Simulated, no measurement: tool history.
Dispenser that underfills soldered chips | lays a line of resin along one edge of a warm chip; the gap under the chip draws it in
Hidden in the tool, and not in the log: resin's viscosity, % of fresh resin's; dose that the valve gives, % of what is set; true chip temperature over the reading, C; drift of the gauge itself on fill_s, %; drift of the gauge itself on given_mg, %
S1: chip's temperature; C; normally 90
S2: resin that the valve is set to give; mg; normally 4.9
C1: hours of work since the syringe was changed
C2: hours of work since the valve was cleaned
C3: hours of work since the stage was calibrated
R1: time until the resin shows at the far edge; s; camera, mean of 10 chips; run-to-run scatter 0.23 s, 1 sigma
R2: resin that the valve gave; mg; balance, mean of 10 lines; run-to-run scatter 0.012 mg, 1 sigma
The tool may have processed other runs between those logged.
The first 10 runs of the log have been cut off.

At hour 80.8: new syringe of resin.
Run 11, hour 82.6: usual settings; C1 1; C2 22; C3 138. Result: R1 10.1 s, R2 4.86 mg.
Run 12, hour 91.1: usual settings but S2 5.22 mg; C1 7; C2 28; C3 143. Result: R1 12.8 s, R2 5.16 mg.
At hour 93: new syringe of resin.
Run 13, hour 98.5: usual settings but S2 5.24 mg; C1 4; C2 32; C3 148. Result: R1 11.2 s, R2 5.17 mg.
Run 14, hour 103.8: usual settings; C1 7; C2 36; C3 151. Result: R1 12.8 s, R2 4.84 mg.
At hour 104.7: new syringe of resin.
Run 15, hour 109.3: usual settings; C1 3; C2 39; C3 155. Result: R1 10.7 s, R2 4.83 mg.
At hour 116.9: new syringe of resin.
Run 16, hour 117.1: usual settings; C1 0; C2 44; C3 160. Result: R1 9.2 s, R2 4.83 mg.
Run 17, hour 125.7: usual settings but S1 80 C; C1 6; C2 50; C3 165. Result: R1 19 s, R2 4.8 mg.
At hour 128.3: new syringe of resin.
Run 18, hour 133.3: usual settings but S1 80 C; C1 3; C2 55; C3 170. Result: R1 17.3 s, R2 4.79 mg.
Run 19, hour 138.1: usual settings but S1 97 C, S2 6.29 mg; C1 6; C2 58; C3 173. Result: R1 8.9 s, R2 6.13 mg.
At hour 140: new syringe of resin.
Run 20, hour 149.3: usual settings but S1 87 C, S2 5.84 mg; C1 6; C2 65; C3 181. Result: R1 14 s, R2 5.66 mg.
At hour 151.6: new syringe of resin.
Run 21, hour 156.1: usual settings but S1 78 C, S2 5.15 mg; C1 3; C2 70; C3 185. Result: R1 18.5 s, R2 5 mg.
Run 22, hour 162.1: usual settings but S1 102 C, S2 5.74 mg; C1 7; C2 73; C3 189. Result: R1 7.5 s, R2 5.57 mg.
At hour 162.9: new syringe of resin.
Run 23, hour 173.4: usual settings but S1 76 C, S2 5.74 mg; C1 7; C2 81; C3 196. Result: R1 23.5 s, R2 5.57 mg.
At hour 174.4: new syringe of resin.
Run 24, hour 180.6: usual settings but S1 84 C, S2 4.67 mg; C1 4; C2 85; C3 201. Result: R1 14.7 s, R2 4.51 mg.
At hour 186: new syringe of resin.
Run 25, hour 191.7: usual settings but S1 80 C, S2 4.24 mg; C1 4; C2 92; C3 208. Result: R1 18.2 s, R2 4.09 mg.
At hour 197.3: new syringe of resin.
Run 26, hour 198.8: usual settings but S1 100 C, S2 4.3 mg; C1 1; C2 97; C3 212. Result: R1 6.2 s, R2 4.12 mg.
Run 27, hour 208.1: usual settings but S1 100 C, S2 4.3 mg; C1 7; C2 103; C3 218. Result: R1 8.5 s, R2 4.13 mg.
At hour 209.1: new syringe of resin.
Run 28, hour 213: usual settings but S1 100 C, S2 4.3 mg; C1 3; C2 106; C3 221. Result: R1 7.2 s, R2 4.13 mg.
At hour 220.6: new syringe of resin.
Run 29, hour 223: usual settings but S1 100 C, S2 6.14 mg; C1 2; C2 112; C3 228. Result: R1 6.5 s, R2 5.83 mg.
At hour 227.2: dispensing valve cleaned and set on the balance.
Run 30, hour 231: usual settings but S1 99 C, S2 4.56 mg; C1 6; C2 3; C3 233. Result: R1 8.3 s, R2 4.53 mg.
At hour 233.2: new syringe of resin.
Run 31, hour 238.1: usual settings but S1 101 C; C1 3; C2 7; C3 237. Result: R1 6.8 s, R2 4.86 mg.
At hour 244.7: new syringe of resin.
Run 32, hour 248: usual settings but S1 78 C, S2 4.7 mg; C1 2; C2 13; C3 243. Result: R1 17.3 s, R2 4.65 mg.
At hour 256.3: new syringe of resin.
Run 33, hour 257.6: usual settings but S1 101 C; C1 1; C2 19; C3 249. Result: R1 5.9 s, R2 4.85 mg.
At hour 268.2: new syringe of resin.
Run 34, hour 268.5: usual settings but S1 101 C; C1 0; C2 26; C3 256. Result: R1 5.5 s, R2 4.82 mg.
Run 35, hour 273.9: usual settings but S1 102 C, S2 4.97 mg; C1 4; C2 30; C3 260. Result: R1 6.8 s, R2 4.91 mg.

What if the next run were any one of these 4? Each begins from the tool's condition after run 35:
At hour 279.8: new syringe of resin.
Run A, hour 279.9: usual settings but S2 4.47 mg; C1 0; C2 34; C3 264. Result: R1 ?, R2 ?.
At hour 279.8: new syringe of resin.
Run B, hour 279.9: usual settings but S2 5.49 mg; C1 0; C2 34; C3 264. Result: R1 ?, R2 ?.
At hour 279.8: new syringe of resin.
Run C, hour 279.9: usual settings but S2 4.29 mg; C1 0; C2 34; C3 264. Result: R1 ?, R2 ?.
At hour 279.8: new syringe of resin.
Run D, hour 279.9: usual settings but S1 104 C; C1 0; C2 34; C3 264. Result: R1 ?, R2 ?.

run   R1    R2
  A  9.4  4.42
  B    9  5.41
  C  9.7  4.21
  D    5  4.83
With no hidden state in the tool, these same runs would have given:
run    R1    R2
  A    10  4.49
  B   9.6   5.5
  C  10.2  4.28
  D   5.2  4.91
